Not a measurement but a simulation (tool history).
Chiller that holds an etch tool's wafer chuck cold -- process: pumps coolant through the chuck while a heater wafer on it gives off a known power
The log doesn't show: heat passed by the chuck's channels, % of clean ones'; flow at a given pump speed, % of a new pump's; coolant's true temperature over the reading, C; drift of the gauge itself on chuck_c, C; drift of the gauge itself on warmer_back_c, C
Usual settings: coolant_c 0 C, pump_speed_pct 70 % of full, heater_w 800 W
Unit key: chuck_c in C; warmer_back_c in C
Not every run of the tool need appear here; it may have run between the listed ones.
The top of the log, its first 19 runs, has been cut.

run    hour  coolant_c  pump_speed_pct  heater_w  hours since the coolant was changed and the channels were flushed  hours since the pump was overhauled  hours since the chiller's thermometer was calibrated  chuck_c  warmer_back_c
 20  1483.3          4              84       480                                                               3152                                 3549                                                  1208     10.7           2.05
 21  1549.1          4              84       480                                                               3218                                 3614                                                  1274     10.9           2.16
 22  1602.7          0              70      1089                                                               3271                                 3668                                                  1327     17.6           5.68
 23  1693.9         -7              70       800                                                               3362                                 3759                                                  1419      6.1           4.15
 24  1783.3         -3              70       800                                                               3452                                 3849                                                  1508      9.7           4.22
 25  1884.2          6              72       598                                                               3553                                 3949                                                  1609     15.5           3.05
 26  1983.5         -8              72       558                                                               3652                                 4049                                                  1708      0.8           2.87
 27  2092.9         -8              62       869                                                               3761                                 4158                                                  1818      7.7           5.26
 28  2196.2         -8              62       869                                                               3865                                 4261                                                  1921      7.8           5.21
 29    2298         -8              89       463                                                               3966                                 4363                                                  2023     -1.7           1.93
 30  2368.6          3              75       463                                                               4037                                 4434                                                  2093     10.1           2.27
 31    2436          3              72       800                                                               4104                                 4501                                                  2161       16           4.17

Predict each of these 4 candidate next runs independently; none follows another, all start after run 31:
  A  2486.6          3              70       800                                                               4155                                 4552                                                  2211        ?              ?
  B  2486.6         -9              68       432                                                               4155                                 4552                                                  2211        ?              ?
  C  2486.6         -9              87       800                                                               4155                                 4552                                                  2211        ?              ?
  D  2486.6         -2              84       752                                                               4155                                 4552                                                  2211        ?              ?

run  chuck_c  warmer_back_c
  A     16.3           4.28
  B     -1.8           2.37
  C      2.3           3.42
  D      8.8           3.26
What these runs would have given with no unlogged condition in the tool:
run  chuck_c  warmer_back_c
  A     14.7           3.95
  B     -2.6           2.18
  C        1           3.15
  D      7.5              3
